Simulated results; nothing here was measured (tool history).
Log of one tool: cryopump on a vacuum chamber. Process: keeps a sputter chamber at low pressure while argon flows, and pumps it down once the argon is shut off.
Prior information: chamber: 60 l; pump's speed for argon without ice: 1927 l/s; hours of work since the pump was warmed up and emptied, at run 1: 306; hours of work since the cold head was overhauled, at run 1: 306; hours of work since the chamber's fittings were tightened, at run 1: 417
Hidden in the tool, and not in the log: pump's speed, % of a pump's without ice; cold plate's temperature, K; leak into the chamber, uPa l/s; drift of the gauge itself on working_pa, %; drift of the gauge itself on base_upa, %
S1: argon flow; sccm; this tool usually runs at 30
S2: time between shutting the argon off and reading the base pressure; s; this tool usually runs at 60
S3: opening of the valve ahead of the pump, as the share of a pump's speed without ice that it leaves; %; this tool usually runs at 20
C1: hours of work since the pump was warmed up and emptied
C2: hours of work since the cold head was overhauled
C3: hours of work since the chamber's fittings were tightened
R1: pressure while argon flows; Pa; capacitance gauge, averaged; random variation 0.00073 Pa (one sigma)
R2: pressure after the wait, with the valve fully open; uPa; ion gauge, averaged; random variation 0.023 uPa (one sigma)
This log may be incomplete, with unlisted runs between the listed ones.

run,hour,S1,S2,S3,C1,C2,C3,R1,R2
1,0,30,60,20,306,306,417,0.1346,1.19
2,24.8,30,60,20,324,324,435,0.1341,1.19
3,50.8,32,60,20,343,343,454,0.1437,1.22
4,77.6,30,60,56,363,363,474,0.0489,1.23
5,96.8,30,32,20,377,377,488,0.1343,1.71
6,113,30,60,20,388,388,500,0.1346,1.26
7,131.6,30,60,20,402,402,513,0.1348,1.29
8,147.9,30,60,20,414,414,525,0.1352,1.3
9,162,30,60,20,424,424,535,0.1343,1.32
10,190.8,30,60,20,445,445,556,0.1343,1.27
11,214.1,30,60,20,462,462,573,0.1336,1.39
12,228.2,30,60,20,472,472,583,0.1348,1.42
13,253.4,30,60,20,491,491,602,0.1362,1.37
14,277.8,30,60,29,508,508,620,0.0953,1.37
15,303,30,60,20,527,527,638,0.1353,1.46
16,319.5,24,60,20,539,539,650,0.1082,1.44
17,335.7,31,189,20,551,551,662,0.1404,1.06
18,357,23,98,38,566,566,677,0.0562,1.31
19,377.5,12,43,20,581,581,692,0.0539,1.69
20,389.9,30,63,19,590,590,701,0.1438,1.51
21,417.6,37,92,27,610,610,721,0.1262,1.36
22,434.9,18,155,19,623,623,734,0.0867,1.21
23,453.2,18,155,19,636,636,747,0.0849,1.25
24,468.5,14,25,27,647,647,758,0.0479,2.36
25,483.1,13,83,16,658,658,769,0.0746,1.51
26,511,13,83,16,678,678,789,0.0727,1.45
27,538.5,13,45,16,698,698,809,0.0736,1.87
28,557.7,13,45,16,712,712,823,0.0739,1.89
29,570.9,13,45,16,722,722,833,0.075,1.89
30,595,15,45,25,739,739,851,0.0559,1.91
31,612.4,15,45,25,752,752,863,0.0563,1.93

3 ways to go on from here, each from the tool as it stands after run 31. What would each give?
A,638.7,25,45,34,771,771,882,?,?
B,638.7,36,60,20,771,771,882,?,?
C,638.7,57,247,48,771,771,882,?,?

run,R1,R2
A,0.0699,2.02
B,0.165,1.78
C,0.117,1.33
The same runs, with their run-to-run variation unchanged, on a tool lacking any hidden condition would have given:
run,R1,R2
A,0.0646,0.93
B,0.1573,0.72
C,0.1049,0.28
